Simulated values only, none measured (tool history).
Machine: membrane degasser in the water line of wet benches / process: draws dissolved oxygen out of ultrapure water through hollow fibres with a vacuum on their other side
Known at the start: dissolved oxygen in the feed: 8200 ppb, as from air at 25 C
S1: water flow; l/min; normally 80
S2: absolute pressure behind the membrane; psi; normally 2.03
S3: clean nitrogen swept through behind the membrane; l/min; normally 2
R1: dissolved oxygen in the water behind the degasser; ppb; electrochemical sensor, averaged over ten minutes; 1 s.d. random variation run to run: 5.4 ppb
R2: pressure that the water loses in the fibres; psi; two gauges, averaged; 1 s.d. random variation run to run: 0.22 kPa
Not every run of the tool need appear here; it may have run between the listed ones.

run 1 day=0 | S1=80 S2=2.03 S3=2 | R1=847.1 R2=8.695
run 2 day=8.558 | S1=80 S2=2.03 S3=2 | R1=862.4 R2=8.708
-- day=11.971 membrane cartridge changed
run 3 day=14.079 | S1=80 S2=2.03 S3=2 | R1=838.5 R2=8.083
run 4 day=19.204 | S1=120 S2=2.03 S3=2 | R1=1145.7 R2=12.145
run 5 day=24.008 | S1=120 S2=2.03 S3=2 | R1=1140.1 R2=12.196
run 6 day=35.308 | S1=80 S2=1.45 S3=2 | R1=568.3 R2=8.058
run 7 day=42.483 | S1=80 S2=2.42 S3=2 | R1=1020.4 R2=8.073
run 8 day=49.342 | S1=80 S2=2.42 S3=2 | R1=1010.2 R2=8.083
run 9 day=57.008 | S1=80 S2=2.42 S3=2 | R1=1033.8 R2=8.131
run 10 day=62.725 | S1=80 S2=2.03 S3=5.84 | R1=371.7 R2=8.154
run 11 day=68.204 | S1=80 S2=2.03 S3=2.9 | R1=649.6 R2=8.112
run 12 day=76.267 | S1=80 S2=2.03 S3=2.9 | R1=644 R2=8.157
run 13 day=83.221 | S1=80 S2=2.03 S3=2 | R1=853.2 R2=8.203
run 14 day=90.446 | S1=49 S2=2.03 S3=2 | R1=566.6 R2=5.034
run 15 day=97.15 | S1=49 S2=2.03 S3=2 | R1=567.1 R2=4.943
-- day=102.175 seals of the vacuum lines changed
run 16 day=104.629 | S1=49 S2=1.35 S3=2 | R1=343.6 R2=5.049
run 17 day=110.096 | S1=122 S2=1.35 S3=2 | R1=737.1 R2=12.536
run 18 day=117.833 | S1=122 S2=1.35 S3=2 | R1=744.6 R2=12.546
run 19 day=128.842 | S1=85 S2=2.34 S3=1.43 | R1=1310.9 R2=8.739
run 20 day=136.979 | S1=81 S2=2.03 S3=0.86 | R1=1505.1 R2=8.38
run 21 day=143.575 | S1=80 S2=2.02 S3=2 | R1=847.1 R2=8.277
run 22 day=150.204 | S1=120 S2=2.02 S3=2 | R1=1166.5 R2=12.459
run 23 day=156.708 | S1=85 S2=2.03 S3=4.82 | R1=464 R2=8.83
-- day=157.296 vacuum gauge calibrated
run 24 day=166.688 | S1=85 S2=2.03 S3=4.82 | R1=476.3 R2=8.754
run 25 day=173.458 | S1=51 S2=4.84 S3=1.02 | R1=2270 R2=5.29
run 26 day=179.983 | S1=80 S2=1.77 S3=2.28 | R1=680.3 R2=8.299
run 27 day=187.675 | S1=64 S2=2.03 S3=2 | R1=727.1 R2=6.664
run 28 day=198.612 | S1=121 S2=1.75 S3=4.55 | R1=589.3 R2=12.54
-- day=200.133 vacuum gauge calibrated, once more
run 29 day=209.488 | S1=121 S2=1.75 S3=4.55 | R1=562.1 R2=12.653
run 30 day=219.133 | S1=80 S2=4.87 S3=1.37 | R1=2495.6 R2=8.424
run 31 day=229.567 | S1=107 S2=2.26 S3=2.03 | R1=1161.7 R2=11.262
run 32 day=236.354 | S1=107 S2=2.26 S3=2.03 | R1=1168.3 R2=11.352
run 33 day=247.621 | S1=65 S2=1.55 S3=1.2 | R1=735.3 R2=6.863

3 options for the next run, each taken on its own from the tool as it stands now. Forecast them:
run A day=254.842 | S1=80 S2=2.03 S3=3.12 | R1=? R2=?
run B day=254.842 | S1=65 S2=1.55 S3=2.48 | R1=? R2=?
run C day=254.842 | S1=80 S2=1.35 S3=2 | R1=? R2=?

run=A R1=605.2 R2=8.425
run=B R1=432.6 R2=6.869
run=C R1=511.6 R2=8.48
With the hidden condition removed and each run's random variation left untouched, the same runs would have given:
run=A R1=591.5 R2=8.07
run=B R1=421.1 R2=6.579
run=C R1=496.7 R2=8.124
